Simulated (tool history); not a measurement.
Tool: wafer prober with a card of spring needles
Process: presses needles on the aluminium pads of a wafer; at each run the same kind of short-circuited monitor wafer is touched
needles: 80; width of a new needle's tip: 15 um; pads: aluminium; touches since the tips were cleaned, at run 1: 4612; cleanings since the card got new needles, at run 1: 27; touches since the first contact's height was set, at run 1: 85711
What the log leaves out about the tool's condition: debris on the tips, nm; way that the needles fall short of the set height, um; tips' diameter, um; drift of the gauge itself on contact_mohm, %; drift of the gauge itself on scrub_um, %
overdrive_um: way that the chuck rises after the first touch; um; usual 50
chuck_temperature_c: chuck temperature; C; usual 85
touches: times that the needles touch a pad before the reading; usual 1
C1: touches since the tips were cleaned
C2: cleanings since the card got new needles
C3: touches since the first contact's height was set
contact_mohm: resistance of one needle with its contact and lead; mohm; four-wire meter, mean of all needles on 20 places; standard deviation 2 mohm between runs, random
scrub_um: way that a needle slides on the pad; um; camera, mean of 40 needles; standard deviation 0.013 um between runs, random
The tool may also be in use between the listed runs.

{"run": 1, "hour": 0.0, "overdrive_um": 50, "chuck_temperature_c": 85, "touches": 1, "C1": 4612, "C2": 27, "C3": 85711, "contact_mohm": 219, "scrub_um": 9.48}
{"run": 2, "hour": 6.0, "overdrive_um": 50, "chuck_temperature_c": 85, "touches": 1, "C1": 7675, "C2": 27, "C3": 88774, "contact_mohm": 218, "scrub_um": 9.47}
{"hour": 7.2, "done": "tips cleaned on abrasive film"}
{"run": 3, "hour": 12.1, "overdrive_um": 50, "chuck_temperature_c": 85, "touches": 1, "C1": 2462, "C2": 28, "C3": 91795, "contact_mohm": 214, "scrub_um": 9.49}
{"run": 4, "hour": 18.5, "overdrive_um": 50, "chuck_temperature_c": 85, "touches": 1, "C1": 5743, "C2": 28, "C3": 95076, "contact_mohm": 216, "scrub_um": 9.49}
{"hour": 23.8, "done": "tips cleaned on abrasive film"}
{"run": 5, "hour": 28.2, "overdrive_um": 50, "chuck_temperature_c": 85, "touches": 1, "C1": 2233, "C2": 29, "C3": 99941, "contact_mohm": 216, "scrub_um": 9.5}
{"hour": 40.8, "done": "tips cleaned on abrasive film"}
{"run": 6, "hour": 41.6, "overdrive_um": 50, "chuck_temperature_c": 85, "touches": 1, "C1": 413, "C2": 30, "C3": 106678, "contact_mohm": 215, "scrub_um": 9.48}
{"run": 7, "hour": 54.8, "overdrive_um": 50, "chuck_temperature_c": 38, "touches": 1, "C1": 7092, "C2": 30, "C3": 113357, "contact_mohm": 201, "scrub_um": 9.49}
{"hour": 57.1, "done": "tips cleaned on abrasive film"}
{"run": 8, "hour": 61.0, "overdrive_um": 50, "chuck_temperature_c": 38, "touches": 1, "C1": 1970, "C2": 31, "C3": 116452, "contact_mohm": 205, "scrub_um": 9.46}
{"run": 9, "hour": 69.9, "overdrive_um": 50, "chuck_temperature_c": 38, "touches": 1, "C1": 6502, "C2": 31, "C3": 120984, "contact_mohm": 207, "scrub_um": 9.48}
{"hour": 73.2, "done": "tips cleaned on abrasive film"}
{"run": 10, "hour": 82.8, "overdrive_um": 50, "chuck_temperature_c": 38, "touches": 1, "C1": 4882, "C2": 32, "C3": 127514, "contact_mohm": 210, "scrub_um": 9.46}
{"hour": 89.9, "done": "tips cleaned on abrasive film"}
{"run": 11, "hour": 92.4, "overdrive_um": 50, "chuck_temperature_c": 38, "touches": 2, "C1": 1300, "C2": 33, "C3": 132334, "contact_mohm": 204, "scrub_um": 9.5}
{"run": 12, "hour": 104.0, "overdrive_um": 50, "chuck_temperature_c": 38, "touches": 2, "C1": 7176, "C2": 33, "C3": 138210, "contact_mohm": 207, "scrub_um": 9.5}
{"hour": 106.7, "done": "tips cleaned on abrasive film"}
{"run": 13, "hour": 113.0, "overdrive_um": 33, "chuck_temperature_c": 41, "touches": 1, "C1": 3184, "C2": 34, "C3": 142707, "contact_mohm": 214, "scrub_um": 6.25}
{"run": 14, "hour": 121.4, "overdrive_um": 66, "chuck_temperature_c": 61, "touches": 2, "C1": 7486, "C2": 34, "C3": 147009, "contact_mohm": 206, "scrub_um": 12.49}
{"hour": 122.9, "done": "tips cleaned on abrasive film"}
{"run": 15, "hour": 131.8, "overdrive_um": 66, "chuck_temperature_c": 61, "touches": 2, "C1": 4534, "C2": 35, "C3": 152207, "contact_mohm": 205, "scrub_um": 12.52}
{"hour": 137.0, "done": "height of the first contact set anew"}
{"run": 16, "hour": 138.3, "overdrive_um": 37, "chuck_temperature_c": 71, "touches": 2, "C1": 7685, "C2": 35, "C3": 636, "contact_mohm": 220, "scrub_um": 7.03}
{"hour": 139.3, "done": "tips cleaned on abrasive film"}
{"run": 17, "hour": 150.4, "overdrive_um": 54, "chuck_temperature_c": 62, "touches": 2, "C1": 5618, "C2": 36, "C3": 6733, "contact_mohm": 209, "scrub_um": 10.26}
{"hour": 156.1, "done": "tips cleaned on abrasive film"}
{"run": 18, "hour": 157.1, "overdrive_um": 62, "chuck_temperature_c": 96, "touches": 3, "C1": 484, "C2": 37, "C3": 10081, "contact_mohm": 220, "scrub_um": 11.79}
{"run": 19, "hour": 163.9, "overdrive_um": 62, "chuck_temperature_c": 96, "touches": 3, "C1": 3946, "C2": 37, "C3": 13543, "contact_mohm": 215, "scrub_um": 11.76}
{"hour": 172.9, "done": "tips cleaned on abrasive film"}
{"run": 20, "hour": 178.3, "overdrive_um": 62, "chuck_temperature_c": 96, "touches": 3, "C1": 2694, "C2": 38, "C3": 20768, "contact_mohm": 214, "scrub_um": 11.75}

Here are 3 independent what-if runs from the current tool condition. What would each one return?
{"hour": 190.0, "done": "tips cleaned on abrasive film"}
{"run": "A", "hour": 190.7, "overdrive_um": 33, "chuck_temperature_c": 110, "touches": 1, "C1": 374, "C2": 39, "C3": 27059, "contact_mohm": "?", "scrub_um": "?"}
{"hour": 190.0, "done": "tips cleaned on abrasive film"}
{"run": "B", "hour": 190.7, "overdrive_um": 47, "chuck_temperature_c": 25, "touches": 3, "C1": 374, "C2": 39, "C3": 27059, "contact_mohm": "?", "scrub_um": "?"}
{"hour": 190.0, "done": "tips cleaned on abrasive film"}
{"run": "C", "hour": 190.7, "overdrive_um": 31, "chuck_temperature_c": 85, "touches": 1, "C1": 374, "C2": 39, "C3": 27059, "contact_mohm": "?", "scrub_um": "?"}

run=A contact_mohm=230 scrub_um=6.28
run=B contact_mohm=199 scrub_um=8.93
run=C contact_mohm=222 scrub_um=5.89
Take away the tool's hidden state, keep each run's random variation, and the runs would have read:
run=A contact_mohm=230 scrub_um=6.28
run=B contact_mohm=199 scrub_um=8.93
run=C contact_mohm=222 scrub_um=5.89

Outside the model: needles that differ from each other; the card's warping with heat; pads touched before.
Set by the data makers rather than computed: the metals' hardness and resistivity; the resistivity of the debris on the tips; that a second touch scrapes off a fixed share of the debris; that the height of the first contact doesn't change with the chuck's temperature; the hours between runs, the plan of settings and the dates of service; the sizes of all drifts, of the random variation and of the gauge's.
